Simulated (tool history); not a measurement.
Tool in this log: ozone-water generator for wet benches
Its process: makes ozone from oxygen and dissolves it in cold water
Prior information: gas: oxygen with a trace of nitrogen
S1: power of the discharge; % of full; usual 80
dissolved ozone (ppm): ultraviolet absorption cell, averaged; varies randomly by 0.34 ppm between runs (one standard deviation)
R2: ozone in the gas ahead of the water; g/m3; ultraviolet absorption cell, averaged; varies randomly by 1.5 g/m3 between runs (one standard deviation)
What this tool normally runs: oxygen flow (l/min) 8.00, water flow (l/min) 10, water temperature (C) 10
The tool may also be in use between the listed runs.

Run 1, day 0.000: usual settings. Result: dissolved ozone (ppm) 53.5, R2 273.0 g/m3.
Run 2, day 7.179: usual settings. Result: dissolved ozone (ppm) 53.3, R2 275.1 g/m3.
Run 3, day 14.292: usual settings. Result: dissolved ozone (ppm) 53.2, R2 273.4 g/m3.
Run 4, day 18.546: usual settings. Result: dissolved ozone (ppm) 53.4, R2 271.1 g/m3.
Run 5, day 25.867: usual settings but water temperature (C) 9. Result: dissolved ozone (ppm) 53.6, R2 269.2 g/m3.
Run 6, day 33.871: usual settings but water temperature (C) 9. Result: dissolved ozone (ppm) 53.4, R2 270.6 g/m3.
Run 7, day 41.142: usual settings but water temperature (C) 9. Result: dissolved ozone (ppm) 53.6, R2 269.2 g/m3.
Run 8, day 48.504: usual settings but S1 62 % of full, oxygen flow (l/min) 6.04, water flow (l/min) 8, water temperature (C) 17. Result: dissolved ozone (ppm) 44.4, R2 259.0 g/m3.
Run 9, day 56.908: usual settings but S1 89 % of full, oxygen flow (l/min) 8.01, water flow (l/min) 9, water temperature (C) 15. Result: dissolved ozone (ppm) 54.2, R2 291.3 g/m3.
Run 10, day 61.875: usual settings but S1 69 % of full, water flow (l/min) 12, water temperature (C) 6. Result: dissolved ozone (ppm) 43.9, R2 237.8 g/m3.
Run 11, day 66.388: usual settings but S1 69 % of full, oxygen flow (l/min) 4.74, water flow (l/min) 9. Result: dissolved ozone (ppm) 55.5, R2 322.7 g/m3.

Forecast run 12:
Run 12, day 71.067: usual settings but S1 69 % of full, oxygen flow (l/min) 4.74, water flow (l/min) 9. Result: dissolved ozone (ppm) ?, R2 ?.

{"run 12": {"dissolved ozone (ppm)": 54.6, "R2": 323.5}}
Minus the tool's unlogged condition, the same run would have read dissolved ozone (ppm) 57.9, R2 336.1 g/m3.
